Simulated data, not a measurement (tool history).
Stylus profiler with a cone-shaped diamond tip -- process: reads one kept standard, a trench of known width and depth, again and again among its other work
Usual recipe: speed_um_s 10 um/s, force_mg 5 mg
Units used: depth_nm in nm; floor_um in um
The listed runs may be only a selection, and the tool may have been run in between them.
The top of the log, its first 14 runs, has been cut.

run 15 day=11.558 | speed_um_s=10 force_mg=2.73 | depth_nm=202.04 floor_um=27.18
run 16 day=12.183 | speed_um_s=10 force_mg=2.73 | depth_nm=202.17 floor_um=27.18
run 17 day=13.371 | speed_um_s=10 force_mg=2.73 | depth_nm=201.95 floor_um=27.2
run 18 day=14.512 | speed_um_s=10 force_mg=5 | depth_nm=202.9 floor_um=27.19
run 19 day=15.579 | speed_um_s=2 force_mg=5 | depth_nm=202.8 floor_um=27.22
run 20 day=16.112 | speed_um_s=5 force_mg=5 | depth_nm=203 floor_um=27.17
run 21 day=17.229 | speed_um_s=5 force_mg=10.37 | depth_nm=204.33 floor_um=27.13
run 22 day=18.1 | speed_um_s=10 force_mg=3.52 | depth_nm=202.53 floor_um=27.19
run 23 day=19.058 | speed_um_s=10 force_mg=3.52 | depth_nm=202.37 floor_um=27.11
run 24 day=20.104 | speed_um_s=10 force_mg=3.52 | depth_nm=202.32 floor_um=27.11
run 25 day=21.354 | speed_um_s=14 force_mg=1.68 | depth_nm=201.59 floor_um=27.03
run 26 day=22.117 | speed_um_s=14 force_mg=11.62 | depth_nm=204.75 floor_um=27.14
run 27 day=23.1 | speed_um_s=17 force_mg=11.62 | depth_nm=204.82 floor_um=27.07
run 28 day=23.629 | speed_um_s=17 force_mg=3.7 | depth_nm=202.39 floor_um=27.01

Predict the results of run 29:
run 29 day=24.671 | speed_um_s=10 force_mg=8.09 | depth_nm=? floor_um=?

depth_nm: 203.67 nm
floor_um: 27.12 um
If the tool had no hidden condition, the same run with the same run-to-run variation would have returned depth_nm 203.01 nm, floor_um 28.06 um.
